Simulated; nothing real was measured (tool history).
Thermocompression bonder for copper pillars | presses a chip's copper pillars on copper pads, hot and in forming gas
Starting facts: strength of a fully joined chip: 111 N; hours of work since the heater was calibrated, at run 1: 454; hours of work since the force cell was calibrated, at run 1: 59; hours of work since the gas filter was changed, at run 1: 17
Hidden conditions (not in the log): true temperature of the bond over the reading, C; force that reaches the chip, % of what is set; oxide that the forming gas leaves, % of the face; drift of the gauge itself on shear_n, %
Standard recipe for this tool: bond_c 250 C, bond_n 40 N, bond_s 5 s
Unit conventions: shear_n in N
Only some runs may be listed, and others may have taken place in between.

run	hour	bond_c	bond_n	bond_s	hours of work since the heater was calibrated	hours of work since the force cell was calibrated	hours of work since the gas filter was changed	shear_n
1	0	250	40	5	454	59	17	60.1
2	18.2	250	40	5	466	71	29	60.1
3	30.9	250	40	5	475	79	38	60.2
4	52.6	250	40	5	489	93	52	60.1
5	71.2	272	40	5	501	106	64	75.4
6	82.7	250	27	5	509	113	72	41.7
7	104	250	27	5	523	127	86	41.2
8	125.4	250	42	5	537	141	100	62.1
9	147.1	250	42	5	551	156	114	62.3
10	165.6	250	57	5	564	168	127	77.7
# hour 188.7: forming gas filter changed
11	192.5	223	40	4	581	185	2	39
12	211.1	240	28	4	593	198	15	34.5
# hour 214.2: force cell calibrated
13	232	241	54	9	606	12	28	81.9
14	252.2	249	54	6	619	25	41	79.7
15	272.4	249	49	6	633	38	54	74.6
16	289.7	268	32	5	644	50	66	61.2
17	309.5	245	32	5	657	63	79	46.6
18	330.4	261	24	3	671	77	92	35.2
19	341.8	254	28	11	678	84	100	60.6
# hour 364.5: force cell calibrated, once more
20	368.6	254	28	11	695	3	117	60.9

3 options for the next run, each taken on its own from the tool as it stands now. Forecast them:
A	389.7	278	28	13	709	17	131	?
B	389.7	254	28	3	709	17	131	?
C	389.7	250	24	5	709	17	131	?

run	shear_n
A	79.8
B	37.5
C	37.4
The same runs, with their run-to-run variation unchanged, on a tool lacking any hidden condition would have given:
run	shear_n
A	76.1
B	33.5
C	33.4
